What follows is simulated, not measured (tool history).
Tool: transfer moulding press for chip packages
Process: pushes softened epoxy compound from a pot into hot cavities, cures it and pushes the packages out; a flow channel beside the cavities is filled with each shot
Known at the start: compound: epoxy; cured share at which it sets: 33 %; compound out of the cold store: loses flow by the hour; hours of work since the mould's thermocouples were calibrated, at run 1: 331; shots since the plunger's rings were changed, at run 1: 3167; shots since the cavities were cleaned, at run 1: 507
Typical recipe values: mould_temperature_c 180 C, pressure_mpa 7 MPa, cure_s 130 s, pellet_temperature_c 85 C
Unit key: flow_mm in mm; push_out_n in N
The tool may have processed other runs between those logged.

run,hour,mould_temperature_c,pressure_mpa,cure_s,pellet_temperature_c,hours of work since the mould's thermocouples were calibrated,shots since the plunger's rings were changed,shots since the cavities were cleaned,incoming compound's hours out of the cold store,flow_mm,push_out_n
1,0,180,7,130,85,331,3167,507,28.4,786,389
2,8.1,187,7,130,85,335,3219,559,10.3,808,359
3,21.6,174,7,130,85,341,3308,648,20.9,826,561
4,34.4,180,7,130,85,347,3391,731,27.1,782,404
5,49.9,180,7,130,85,354,3493,833,41.8,736,418
# hour 59.4: cavities cleaned with cleaning compound and waxed
6,59.8,180,7,130,85,358,3548,3,8.3,841,225
7,72,180,7,129,85,363,3627,82,44.2,734,265
8,81.7,180,7,129,85,368,3691,146,13.9,821,295
# hour 87.7: mould's thermocouples calibrated
9,98.3,180,7,143,79,5,3786,241,10.5,829,301
10,111.6,180,7,143,79,11,3873,328,25,793,319
11,121.3,178,7.58,122,85,15,3936,391,34.3,788,426
12,133.6,178,7.58,164,85,21,4017,472,11.4,865,336
13,143.8,180,7.74,130,85,25,4084,539,45.1,763,407
14,159,184,7,163,85,32,4183,638,34.9,737,352
15,174.1,184,7.11,118,93,39,4282,737,13.9,814,400
16,188.3,180,7.11,118,91,46,4375,830,42.2,734,452

Entry by entry between the runs, the difference in hidden state between the last listed run before and the first listed run after:
After run 5, before run 6: cavities cleaned with cleaning compound and waxed (hour 59.4)
  pressure that reaches the compound, % of what is set: 92.45 -> 92.34; grip of the stained cavities, % over clean ones': 90.1 -> 2.3
  measured minus no-state result, flow_mm: -30 -> -35 mm; push_out_n: +196 -> +3 N
After run 8, before run 9: mould's thermocouples calibrated (hour 87.7)
  true mould temperature over the reading, C: 0.29 -> 0.18; pressure that reaches the compound, % of what is set: 92.05 -> 91.85; grip of the stained cavities, % over clean ones': 33.2 -> 47.9
  measured minus no-state result, flow_mm: -36 -> -37 mm; push_out_n: +72 -> +99 N

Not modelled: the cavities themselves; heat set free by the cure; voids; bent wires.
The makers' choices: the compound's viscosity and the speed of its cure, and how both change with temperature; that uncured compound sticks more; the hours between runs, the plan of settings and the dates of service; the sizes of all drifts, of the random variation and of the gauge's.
